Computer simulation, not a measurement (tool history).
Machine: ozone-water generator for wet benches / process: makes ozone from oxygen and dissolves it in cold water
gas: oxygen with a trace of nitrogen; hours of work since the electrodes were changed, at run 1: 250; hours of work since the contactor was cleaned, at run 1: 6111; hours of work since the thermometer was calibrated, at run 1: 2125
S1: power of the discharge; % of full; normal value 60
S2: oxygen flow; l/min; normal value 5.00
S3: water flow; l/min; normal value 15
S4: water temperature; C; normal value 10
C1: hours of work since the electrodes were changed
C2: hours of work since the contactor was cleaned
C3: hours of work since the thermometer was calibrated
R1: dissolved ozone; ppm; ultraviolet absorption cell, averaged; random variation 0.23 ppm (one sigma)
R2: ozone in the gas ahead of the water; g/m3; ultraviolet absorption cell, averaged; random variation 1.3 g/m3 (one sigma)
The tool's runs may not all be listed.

run,hour,S1,S2,S3,S4,C1,C2,C3,R1,R2
1,0.0,60,5.00,15,10,250,6111,2125,33.8,248.4
2,26.2,60,5.00,15,18,266,6127,2142,30.4,246.3
3,53.2,44,5.00,15,10,283,6144,2159,26.5,193.1
4,69.0,44,5.00,15,10,293,6154,2169,26.8,192.5
5,83.2,44,5.00,15,10,302,6163,2178,27.2,191.2
6,104.0,55,5.20,9,10,315,6176,2191,45.1,223.9
7,132.9,55,5.20,9,10,334,6194,2209,45.7,222.4
8,161.0,68,5.00,16,6,351,6212,2227,38.4,268.0
9,180.4,68,5.00,9,6,363,6224,2239,58.5,266.4
10,207.7,68,5.00,9,6,381,6242,2256,57.9,269.6

Each row is a separate what-if for the run after 10, all from the same tool condition, not one after another. Results?
A,223.7,60,5.00,10,12,391,6252,2266,?,?
B,223.7,68,5.00,12,6,391,6252,2266,?,?
C,223.7,60,5.00,12,7,391,6252,2266,?,?
D,223.7,45,2.75,20,10,391,6252,2266,?,?
E,223.7,93,5.00,15,10,391,6252,2266,?,?

run,R1,R2
A,44.0,241.7
B,47.4,268.2
C,42.8,242.5
D,18.2,248.7
E,48.7,346.3
Had the tool no hidden state, the same runs would have come out as:
run,R1,R2
A,44.0,246.0
B,47.4,273.0
C,42.8,246.8
D,18.2,253.2
E,48.8,352.5

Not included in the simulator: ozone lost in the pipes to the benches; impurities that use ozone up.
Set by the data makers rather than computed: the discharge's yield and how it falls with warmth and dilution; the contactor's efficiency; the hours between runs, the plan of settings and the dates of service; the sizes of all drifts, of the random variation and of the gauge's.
